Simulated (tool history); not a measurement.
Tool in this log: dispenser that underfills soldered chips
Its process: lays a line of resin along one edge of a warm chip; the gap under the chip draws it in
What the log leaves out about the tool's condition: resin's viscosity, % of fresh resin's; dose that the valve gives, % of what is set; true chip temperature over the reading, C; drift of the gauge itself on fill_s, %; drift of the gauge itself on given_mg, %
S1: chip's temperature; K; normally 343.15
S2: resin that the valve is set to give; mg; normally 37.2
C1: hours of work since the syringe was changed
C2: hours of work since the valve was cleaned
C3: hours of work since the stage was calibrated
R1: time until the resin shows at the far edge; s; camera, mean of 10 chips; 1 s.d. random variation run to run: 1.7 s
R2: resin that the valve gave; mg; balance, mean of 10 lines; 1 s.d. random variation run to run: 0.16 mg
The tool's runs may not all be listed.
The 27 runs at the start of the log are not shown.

run 28 hour=203.4 | S1=336.15 S2=35 | C1=6 C2=71 C3=171 | R1=397.6 R2=33.74
-- hour=210 new syringe of resin
run 29 hour=213.4 | S1=336.15 S2=35 | C1=2 C2=77 C3=177 | R1=307.4 R2=33.55
run 30 hour=219.2 | S1=336.15 S2=35 | C1=6 C2=81 C3=181 | R1=404.3 R2=33.49
-- hour=226.5 new syringe of resin
run 31 hour=228.1 | S1=336.15 S2=35 | C1=1 C2=86 C3=186 | R1=288.8 R2=33.22
run 32 hour=236.8 | S1=335.15 S2=33.5 | C1=6 C2=91 C3=191 | R1=462.5 R2=31.79
-- hour=242.4 new syringe of resin
run 33 hour=244 | S1=339.15 S2=35 | C1=1 C2=95 C3=195 | R1=246.3 R2=32.8
run 34 hour=248.8 | S1=331.15 S2=43.2 | C1=4 C2=98 C3=198 | R1=452.9 R2=40.52
run 35 hour=256.1 | S1=335.15 S2=42 | C1=8 C2=103 C3=203 | R1=501.1 R2=39.22
-- hour=259 new syringe of resin
run 36 hour=261 | S1=346.15 S2=34.3 | C1=1 C2=105 C3=205 | R1=173.2 R2=32.04

Branching from run 36: 3 alternative next runs. What would each branch give?
-- hour=262.9 dispensing valve cleaned and set on the balance
run A hour=272.6 | S1=353.15 S2=39 | C1=8 C2=6 C3=212 | R1=? R2=?
-- hour=262.9 dispensing valve cleaned and set on the balance
run B hour=272.6 | S1=347.15 S2=34.1 | C1=8 C2=6 C3=212 | R1=? R2=?
-- hour=262.9 dispensing valve cleaned and set on the balance
run C hour=272.6 | S1=330.15 S2=34.3 | C1=8 C2=6 C3=212 | R1=? R2=?

run=A R1=183.7 R2=38.77
run=B R1=263.5 R2=34.2
run=C R1=658.5 R2=34.48
With no hidden state in the tool, these same runs would have given:
run=A R1=95.9 R2=38.94
run=B R1=136.9 R2=34.35
run=C R1=339.5 R2=34.63

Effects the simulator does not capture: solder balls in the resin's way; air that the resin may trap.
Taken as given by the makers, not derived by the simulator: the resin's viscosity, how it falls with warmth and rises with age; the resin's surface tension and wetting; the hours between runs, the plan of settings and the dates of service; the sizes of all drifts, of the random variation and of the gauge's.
